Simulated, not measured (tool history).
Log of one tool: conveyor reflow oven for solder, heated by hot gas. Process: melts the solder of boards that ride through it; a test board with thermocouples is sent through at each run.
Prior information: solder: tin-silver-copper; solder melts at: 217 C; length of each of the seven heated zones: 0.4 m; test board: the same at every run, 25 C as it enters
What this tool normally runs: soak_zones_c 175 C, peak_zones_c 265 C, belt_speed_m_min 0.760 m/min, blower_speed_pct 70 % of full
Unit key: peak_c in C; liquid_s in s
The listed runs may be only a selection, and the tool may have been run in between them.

run,day,soak_zones_c,peak_zones_c,belt_speed_m_min,blower_speed_pct,peak_c,liquid_s
1,0.000,175,265,0.760,70,249.5,46.3
2,0.988,175,259,0.760,70,244.5,42.6
3,1.617,175,259,0.760,70,243.6,42.0
4,2.629,175,266,0.760,70,249.6,46.2
5,3.467,175,266,0.760,51,246.0,41.7
6,4.321,180,265,0.760,70,249.8,48.3
7,4.921,180,265,0.760,70,249.0,48.0
8,5.775,175,275,0.760,70,256.3,50.5
# day 6.050: flux residue cleaned out of gas plates and filters
# day 6.217: belt drive overhauled, speed set with a stopwatch
9,6.921,175,275,0.760,70,260.4,52.2
10,7.888,173,265,0.760,54,247.2,42.7
11,8.550,173,265,0.760,54,247.4,42.6

Each row is a separate what-if for the run after 11, all from the same tool condition, not one after another. Results?
A,9.521,169,265,0.760,75,?,?
B,9.521,175,265,0.797,88,?,?
C,9.521,175,276,0.798,73,?,?
D,9.521,175,279,0.760,70,?,?
E,9.521,178,265,0.760,56,?,?

run,peak_c,liquid_s
A,251.7,46.2
B,252.5,47.1
C,260.0,50.6
D,263.2,54.4
E,248.2,46.8
Take away the tool's hidden state, keep each run's random variation, and the runs would have read:
run,peak_c,liquid_s
A,253.3,46.9
B,254.1,47.7
C,261.6,51.1
D,264.7,54.8
E,249.7,47.5
